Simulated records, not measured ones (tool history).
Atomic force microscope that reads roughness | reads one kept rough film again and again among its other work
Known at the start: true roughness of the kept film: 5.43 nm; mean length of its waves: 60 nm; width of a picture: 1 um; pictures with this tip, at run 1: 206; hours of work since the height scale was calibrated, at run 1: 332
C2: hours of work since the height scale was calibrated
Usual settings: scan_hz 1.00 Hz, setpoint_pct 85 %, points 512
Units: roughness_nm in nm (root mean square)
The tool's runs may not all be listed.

Run 1, hour 0.0: usual settings; pictures with this tip 206; C2 332. Result: roughness_nm 4.438 nm (root mean square).
Run 2, hour 21.6: usual settings but scan_hz 1.17 Hz; pictures with this tip 226; C2 346. Result: roughness_nm 4.348 nm (root mean square).
Run 3, hour 40.5: usual settings but scan_hz 1.17 Hz; pictures with this tip 244; C2 357. Result: roughness_nm 4.362 nm (root mean square).
Run 4, hour 61.7: usual settings but scan_hz 1.17 Hz; pictures with this tip 264; C2 371. Result: roughness_nm 4.298 nm (root mean square).
At hour 64.3: height scale calibrated on a step standard.
Run 5, hour 88.7: usual settings but scan_hz 2.51 Hz; pictures with this tip 288; C2 15. Result: roughness_nm 3.784 nm (root mean square).
Run 6, hour 101.8: usual settings but scan_hz 2.51 Hz; pictures with this tip 301; C2 23. Result: roughness_nm 3.779 nm (root mean square).
Run 7, hour 126.9: usual settings but scan_hz 0.92 Hz, setpoint_pct 64 %, points 627; pictures with this tip 324; C2 39. Result: roughness_nm 4.730 nm (root mean square).
Run 8, hour 143.3: usual settings but scan_hz 0.65 Hz, setpoint_pct 61 %, points 333; pictures with this tip 340; C2 49. Result: roughness_nm 4.766 nm (root mean square).
Run 9, hour 172.3: usual settings but scan_hz 0.52 Hz, setpoint_pct 66 %, points 733; pictures with this tip 367; C2 67. Result: roughness_nm 4.724 nm (root mean square).
At hour 185.8: new tip fitted.
Run 10, hour 201.4: usual settings but scan_hz 0.52 Hz, setpoint_pct 66 %, points 733; pictures with this tip 14; C2 85. Result: roughness_nm 5.055 nm (root mean square).
Run 11, hour 218.8: usual settings but scan_hz 0.52 Hz, setpoint_pct 64 %, points 733; pictures with this tip 31; C2 96. Result: roughness_nm 5.038 nm (root mean square).

Forecast each of these 5 alternatives for the next run:
At hour 233.5: height scale calibrated on a step standard, once more.
Run A, hour 251.1: usual settings but scan_hz 0.95 Hz, setpoint_pct 59 %, points 733; pictures with this tip 60; C2 11. Result: roughness_nm ?.
At hour 233.5: height scale calibrated on a step standard, once more.
Run B, hour 251.1: usual settings but scan_hz 0.52 Hz, setpoint_pct 64 %, points 307; pictures with this tip 60; C2 11. Result: roughness_nm ?.
At hour 233.5: height scale calibrated on a step standard, once more.
Run C, hour 251.1: usual settings but scan_hz 0.52 Hz, setpoint_pct 64 %, points 465; pictures with this tip 60; C2 11. Result: roughness_nm ?.
At hour 233.5: height scale calibrated on a step standard, once more.
Run D, hour 251.1: usual settings but scan_hz 1.33 Hz, setpoint_pct 74 %, points 297; pictures with this tip 60; C2 11. Result: roughness_nm ?.
At hour 233.5: height scale calibrated on a step standard, once more.
Run E, hour 251.1: usual settings but scan_hz 0.61 Hz; pictures with this tip 60; C2 11. Result: roughness_nm ?.

run  roughness_nm
  A         5.031
  B         5.043
  C         5.048
  D         4.708
  E         4.793
Without the tool's hidden state the same runs would have given:
run  roughness_nm
  A         5.092
  B         5.104
  C         5.109
  D         4.765
  E         4.852
